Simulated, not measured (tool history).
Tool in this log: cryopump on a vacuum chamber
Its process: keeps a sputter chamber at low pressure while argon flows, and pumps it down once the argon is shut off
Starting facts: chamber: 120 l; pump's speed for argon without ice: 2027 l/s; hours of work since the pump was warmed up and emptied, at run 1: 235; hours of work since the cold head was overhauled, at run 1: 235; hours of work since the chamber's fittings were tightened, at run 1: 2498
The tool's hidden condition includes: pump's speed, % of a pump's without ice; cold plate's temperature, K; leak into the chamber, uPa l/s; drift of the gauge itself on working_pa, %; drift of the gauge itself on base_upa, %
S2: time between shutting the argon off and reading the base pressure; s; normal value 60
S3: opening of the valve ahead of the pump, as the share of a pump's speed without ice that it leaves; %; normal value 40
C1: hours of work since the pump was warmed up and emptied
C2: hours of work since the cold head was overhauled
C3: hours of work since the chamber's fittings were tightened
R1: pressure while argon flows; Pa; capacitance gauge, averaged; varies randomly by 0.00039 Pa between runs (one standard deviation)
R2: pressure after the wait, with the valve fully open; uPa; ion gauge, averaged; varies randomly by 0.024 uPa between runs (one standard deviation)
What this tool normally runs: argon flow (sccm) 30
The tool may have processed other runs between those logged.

Run 1, hour 0: usual settings; C1 235; C2 235; C3 2498. Result: R1 0.0635 Pa, R2 2.26 uPa.
Run 2, hour 24: usual settings; C1 250; C2 250; C3 2513. Result: R1 0.0633 Pa, R2 2.23 uPa.
Run 3, hour 43.8: usual settings; C1 263; C2 263; C3 2526. Result: R1 0.0638 Pa, R2 2.35 uPa.
Run 4, hour 68.3: usual settings; C1 279; C2 279; C3 2542. Result: R1 0.0639 Pa, R2 2.36 uPa.
Run 5, hour 81: usual settings; C1 287; C2 287; C3 2550. Result: R1 0.0637 Pa, R2 2.37 uPa.
Run 6, hour 109: usual settings; C1 305; C2 305; C3 2569. Result: R1 0.0632 Pa, R2 2.34 uPa.
Run 7, hour 125.6: usual settings; C1 316; C2 316; C3 2579. Result: R1 0.0635 Pa, R2 2.4 uPa.
Run 8, hour 153.8: usual settings; C1 334; C2 334; C3 2598. Result: R1 0.0637 Pa, R2 2.47 uPa.
Run 9, hour 182.1: usual settings but S3 21 %; C1 353; C2 353; C3 2616. Result: R1 0.1205 Pa, R2 2.44 uPa.
Run 10, hour 200.8: usual settings but S3 21 %; C1 365; C2 365; C3 2628. Result: R1 0.1207 Pa, R2 2.41 uPa.
Run 11, hour 225.5: usual settings but S3 21 %; C1 381; C2 381; C3 2644. Result: R1 0.1212 Pa, R2 2.38 uPa.
Run 12, hour 245.3: usual settings but argon flow (sccm) 32, S2 83 s, S3 18 %; C1 394; C2 394; C3 2657. Result: R1 0.1497 Pa, R2 2.15 uPa.
Run 13, hour 263.7: usual settings but S2 31 s, S3 30 %; C1 406; C2 406; C3 2669. Result: R1 0.0848 Pa, R2 3.11 uPa.
Run 14, hour 280.8: usual settings but argon flow (sccm) 41, S3 54 %; C1 417; C2 417; C3 2680. Result: R1 0.0657 Pa, R2 2.46 uPa.
Run 15, hour 304.5: usual settings but argon flow (sccm) 41, S3 54 %; C1 432; C2 432; C3 2695. Result: R1 0.0659 Pa, R2 2.43 uPa.
Run 16, hour 317.3: usual settings but argon flow (sccm) 26, S2 21 s, S3 18 %; C1 440; C2 440; C3 2704. Result: R1 0.122 Pa, R2 3.9 uPa.
Run 17, hour 342.4: usual settings but argon flow (sccm) 18, S2 155 s, S3 50 %; C1 457; C2 457; C3 2720. Result: R1 0.0313 Pa, R2 1.99 uPa.
Run 18, hour 357.2: usual settings but S2 30 s, S3 29 %; C1 466; C2 466; C3 2729. Result: R1 0.0886 Pa, R2 3.22 uPa.
Run 19, hour 386.7: usual settings but argon flow (sccm) 32, S2 26 s; C1 485; C2 485; C3 2749. Result: R1 0.0691 Pa, R2 3.46 uPa.
Run 20, hour 401.5: usual settings but argon flow (sccm) 19, S2 59 s, S3 27 %; C1 495; C2 495; C3 2758. Result: R1 0.0603 Pa, R2 2.56 uPa.
Run 21, hour 420.1: usual settings but S2 87 s, S3 36 %; C1 507; C2 507; C3 2770. Result: R1 0.0711 Pa, R2 2.33 uPa.

What if the next run were any one of these 3? Each begins from the tool's condition after run 21:
Run A, hour 435: usual settings but argon flow (sccm) 13, S2 56 s, S3 29 %; C1 517; C2 517; C3 2780. Result: R1 ?, R2 ?.
Run B, hour 435: usual settings but argon flow (sccm) 45, S3 26 %; C1 517; C2 517; C3 2780. Result: R1 ?, R2 ?.
Run C, hour 435: usual settings but argon flow (sccm) 40, S2 108 s, S3 16 %; C1 517; C2 517; C3 2780. Result: R1 ?, R2 ?.

run      R1    R2
  A  0.0383  2.55
  B  0.1475  2.45
  C  0.2116  2.15
Take away the tool's hidden state, keep each run's random variation, and the runs would have read:
run      R1    R2
  A  0.0374  0.96
  B  0.1444  0.89
  C  0.2089  0.57
